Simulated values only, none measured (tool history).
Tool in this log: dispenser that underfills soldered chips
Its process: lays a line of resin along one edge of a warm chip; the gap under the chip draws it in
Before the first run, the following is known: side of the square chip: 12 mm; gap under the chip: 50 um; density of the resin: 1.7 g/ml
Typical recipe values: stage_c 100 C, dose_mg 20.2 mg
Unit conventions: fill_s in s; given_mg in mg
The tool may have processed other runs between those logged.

Run 1, hour 0.0: usual settings. Result: fill_s 148.8 s, given_mg 19.52 mg.
Run 2, hour 3.0: usual settings. Result: fill_s 168.2 s, given_mg 19.73 mg.
Run 3, hour 7.6: usual settings. Result: fill_s 206.0 s, given_mg 19.74 mg.
Run 4, hour 11.2: usual settings but dose_mg 19.0 mg. Result: fill_s 236.9 s, given_mg 18.33 mg.
At hour 15.5: new syringe of resin.
Run 5, hour 15.5: usual settings. Result: fill_s 139.0 s, given_mg 19.47 mg.
At hour 17.3: dispensing valve cleaned and set on the balance.
Run 6, hour 21.6: usual settings. Result: fill_s 175.3 s, given_mg 20.08 mg.
Run 7, hour 25.0: usual settings. Result: fill_s 195.8 s, given_mg 20.03 mg.
Run 8, hour 28.8: usual settings. Result: fill_s 233.2 s, given_mg 20.12 mg.
At hour 33.8: new syringe of resin.
Run 9, hour 34.2: usual settings. Result: fill_s 141.4 s, given_mg 20.06 mg.
Run 10, hour 39.6: usual settings but dose_mg 20.7 mg. Result: fill_s 179.4 s, given_mg 20.32 mg.
Run 11, hour 45.0: usual settings but stage_c 113 C, dose_mg 20.7 mg. Result: fill_s 136.9 s, given_mg 20.30 mg.
Run 12, hour 49.8: usual settings but stage_c 113 C, dose_mg 20.7 mg. Result: fill_s 164.5 s, given_mg 20.20 mg.
At hour 51.2: new syringe of resin.
Run 13, hour 53.9: usual settings but stage_c 113 C, dose_mg 20.7 mg. Result: fill_s 94.0 s, given_mg 20.15 mg.
Run 14, hour 57.5: usual settings but stage_c 113 C, dose_mg 20.7 mg. Result: fill_s 109.7 s, given_mg 20.18 mg.
Run 15, hour 63.4: usual settings but stage_c 113 C, dose_mg 20.7 mg. Result: fill_s 138.3 s, given_mg 20.18 mg.
Run 16, hour 68.0: usual settings but stage_c 98 C. Result: fill_s 308.0 s, given_mg 19.48 mg.
At hour 68.8: new syringe of resin.
Run 17, hour 72.1: usual settings but stage_c 98 C. Result: fill_s 165.8 s, given_mg 19.59 mg.
Run 18, hour 77.9: usual settings. Result: fill_s 201.8 s, given_mg 19.55 mg.
Run 19, hour 83.0: usual settings but stage_c 98 C, dose_mg 23.8 mg. Result: fill_s 261.9 s, given_mg 22.68 mg.
At hour 86.1: new syringe of resin.
At hour 88.1: dispensing valve cleaned and set on the balance.
Run 20, hour 89.1: usual settings but stage_c 98 C, dose_mg 23.8 mg. Result: fill_s 157.5 s, given_mg 23.73 mg.
Run 21, hour 93.8: usual settings but stage_c 98 C, dose_mg 23.8 mg. Result: fill_s 193.2 s, given_mg 23.62 mg.
Run 22, hour 97.3: usual settings but stage_c 107 C, dose_mg 20.3 mg. Result: fill_s 163.5 s, given_mg 20.13 mg.
Run 23, hour 102.3: usual settings but stage_c 105 C, dose_mg 18.6 mg. Result: fill_s 216.8 s, given_mg 18.36 mg.
At hour 104.6: new syringe of resin.
Run 24, hour 107.0: usual settings but stage_c 113 C, dose_mg 25.2 mg. Result: fill_s 91.9 s, given_mg 25.00 mg.
Run 25, hour 111.1: usual settings but stage_c 113 C, dose_mg 25.2 mg. Result: fill_s 108.8 s, given_mg 24.88 mg.
Run 26, hour 115.5: usual settings but stage_c 113 C, dose_mg 25.2 mg. Result: fill_s 132.8 s, given_mg 24.47 mg.
Run 27, hour 119.9: usual settings but dose_mg 17.4 mg. Result: fill_s 269.8 s, given_mg 17.02 mg.
At hour 122.2: new syringe of resin.
Run 28, hour 124.7: usual settings but stage_c 101 C, dose_mg 17.6 mg. Result: fill_s 150.3 s, given_mg 17.08 mg.
Run 29, hour 127.2: usual settings but stage_c 101 C, dose_mg 17.6 mg. Result: fill_s 167.1 s, given_mg 17.12 mg.
Run 30, hour 132.9: usual settings but stage_c 98 C, dose_mg 25.0 mg. Result: fill_s 230.0 s, given_mg 24.16 mg.
Run 31, hour 136.1: usual settings but dose_mg 21.8 mg. Result: fill_s 240.8 s, given_mg 21.00 mg.
At hour 139.6: new syringe of resin.
Run 32, hour 140.7: usual settings but stage_c 111 C, dose_mg 18.7 mg. Result: fill_s 93.8 s, given_mg 18.03 mg.
Run 33, hour 144.4: usual settings but stage_c 111 C, dose_mg 18.7 mg. Result: fill_s 109.7 s, given_mg 18.07 mg.
Run 34, hour 147.8: usual settings but stage_c 112 C, dose_mg 23.2 mg. Result: fill_s 120.9 s, given_mg 22.32 mg.
Run 35, hour 152.8: usual settings but stage_c 113 C, dose_mg 17.6 mg. Result: fill_s 145.9 s, given_mg 16.85 mg.

Each row is a separate what-if for the run after 35, all from the same tool condition, not one after another. Results?
At hour 156.9: new syringe of resin.
Run A, hour 156.9: usual settings but stage_c 113 C, dose_mg 21.1 mg. Result: fill_s ?, given_mg ?.
At hour 156.9: new syringe of resin.
Run B, hour 156.9: usual settings but stage_c 113 C, dose_mg 21.5 mg. Result: fill_s ?, given_mg ?.
At hour 156.9: new syringe of resin.
Run C, hour 156.9: usual settings but stage_c 113 C, dose_mg 23.5 mg. Result: fill_s ?, given_mg ?.
At hour 156.9: new syringe of resin.
Run D, hour 156.9: usual settings but dose_mg 20.0 mg. Result: fill_s ?, given_mg ?.
At hour 156.9: new syringe of resin.
Run E, hour 156.9: usual settings but stage_c 111 C, dose_mg 19.8 mg. Result: fill_s ?, given_mg ?.

run  fill_s  given_mg
  A    81.6     20.22
  B    82.8     20.66
  C    81.8     22.55
  D   134.3     19.21
  E    89.1     18.81
Take away the tool's hidden state, keep each run's random variation, and the runs would have read:
run  fill_s  given_mg
  A    85.8     21.12
  B    87.0     21.59
  C    86.1     23.57
  D   141.5     20.07
  E    93.5     19.66
